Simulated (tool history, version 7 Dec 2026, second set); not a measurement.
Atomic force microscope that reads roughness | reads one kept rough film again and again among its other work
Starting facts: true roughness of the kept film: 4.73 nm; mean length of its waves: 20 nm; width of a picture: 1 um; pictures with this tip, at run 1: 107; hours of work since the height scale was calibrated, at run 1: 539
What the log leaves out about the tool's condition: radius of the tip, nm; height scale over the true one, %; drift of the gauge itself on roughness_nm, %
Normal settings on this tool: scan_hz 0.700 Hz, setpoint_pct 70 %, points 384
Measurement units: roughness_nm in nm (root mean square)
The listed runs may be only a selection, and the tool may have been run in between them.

| run | day | scan_hz | setpoint_pct | points | pictures with this tip | hours of work since the height scale was calibrated | roughness_nm |
|---|---|---|---|---|---|---|---|
| 1 | 0.000 | 0.700 | 70 | 384 | 107 | 539 | 2.796 |
| 2 | 0.642 | 0.700 | 70 | 384 | 124 | 550 | 2.719 |
| 3 | 1.162 | 3.715 | 70 | 384 | 138 | 559 | 2.375 |
| 4 | 1.929 | 3.715 | 70 | 384 | 159 | 571 | 2.309 |
| 5 | 2.375 | 3.715 | 70 | 384 | 172 | 579 | 2.267 |
| 6 | 2.983 | 3.715 | 70 | 384 | 188 | 589 | 2.220 |
| 7 | 3.883 | 0.700 | 58 | 384 | 213 | 604 | 2.477 |
| 8 | 4.279 | 0.700 | 58 | 384 | 224 | 611 | 2.424 |
| 9 | 5.183 | 0.700 | 70 | 555 | 248 | 626 | 2.347 |
| 10 | 5.775 | 0.700 | 70 | 555 | 264 | 636 | 2.289 |
| 11 | 6.279 | 0.700 | 70 | 297 | 278 | 644 | 2.204 |
| 12 | 6.912 | 0.603 | 70 | 297 | 296 | 655 | 2.168 |
| 13 | 7.529 | 0.603 | 70 | 297 | 312 | 665 | 2.114 |
| 14 | 8.392 | 0.700 | 70 | 384 | 336 | 680 | 2.087 |
| 15 | 8.850 | 0.700 | 76 | 384 | 348 | 687 | 2.052 |
| 16 | 9.554 | 0.700 | 70 | 366 | 368 | 699 | 2.026 |
|  | 10.433 | new tip fitted |
| 17 | 10.504 | 0.700 | 56 | 384 | 2 | 715 | 3.434 |
| 18 | 11.446 | 0.700 | 70 | 384 | 28 | 730 | 3.238 |
| 19 | 11.971 | 0.700 | 70 | 384 | 42 | 739 | 3.163 |
| 20 | 12.750 | 0.700 | 81 | 518 | 63 | 752 | 2.976 |
| 21 | 13.204 | 2.777 | 70 | 277 | 76 | 760 | 2.686 |
| 22 | 14.025 | 2.777 | 70 | 277 | 98 | 774 | 2.613 |
| 23 | 14.762 | 1.837 | 70 | 680 | 118 | 786 | 2.716 |
| 24 | 15.362 | 0.544 | 61 | 396 | 135 | 796 | 2.781 |
| 25 | 15.975 | 1.116 | 86 | 384 | 151 | 806 | 2.485 |
| 26 | 16.442 | 1.523 | 61 | 598 | 164 | 814 | 2.638 |
| 27 | 17.058 | 1.272 | 61 | 599 | 181 | 824 | 2.591 |
| 28 | 17.804 | 2.988 | 73 | 382 | 201 | 837 | 2.232 |
| 29 | 18.412 | 2.988 | 66 | 382 | 218 | 847 | 2.300 |
| 30 | 19.150 | 0.560 | 73 | 775 | 238 | 859 | 2.427 |
| 31 | 19.529 | 0.555 | 73 | 510 | 248 | 866 | 2.373 |
| 32 | 20.104 | 0.555 | 73 | 510 | 264 | 875 | 2.311 |
| 33 | 20.908 | 0.555 | 57 | 510 | 286 | 889 | 2.297 |
| 34 | 21.517 | 0.555 | 57 | 510 | 303 | 899 | 2.286 |
| 35 | 22.183 | 1.195 | 72 | 510 | 321 | 910 | 2.126 |
| 36 | 22.754 | 2.025 | 58 | 432 | 336 | 920 | 2.095 |
| 37 | 23.446 | 2.854 | 69 | 384 | 355 | 931 | 1.905 |
| 38 | 24.112 | 2.842 | 66 | 337 | 373 | 942 | 1.895 |

Selected run-to-run steps in roughness_nm, each split into two signed amounts: the part the tool would show with no hidden state at all (from settings, incoming material and random variation), and the remainder, which goes to the hidden state together with any gauge scatter not common to the measured and the hidden-state-free results:
Run 2 -> 3: scan_hz 0.700 -> 3.715. roughness_nm -0.344 nm (root mean square): hidden state +0.032, all else -0.376.
Run 6 -> 7: scan_hz 3.715 -> 0.700, setpoint_pct 70 -> 58. roughness_nm +0.257 nm (root mean square): hidden state -0.198, all else +0.455.
Run 16 -> 17: setpoint_pct 70 -> 56, points 366 -> 384, new tip fitted. roughness_nm +1.408 nm (root mean square): hidden state +1.345, all else +0.063.
Run 17 -> 18: setpoint_pct 56 -> 70. roughness_nm -0.196 nm (root mean square): hidden state -0.151, all else -0.045.
Run 27 -> 28: scan_hz 1.272 -> 2.988, setpoint_pct 61 -> 73, points 599 -> 382. roughness_nm -0.359 nm (root mean square): hidden state +0.039, all else -0.398.
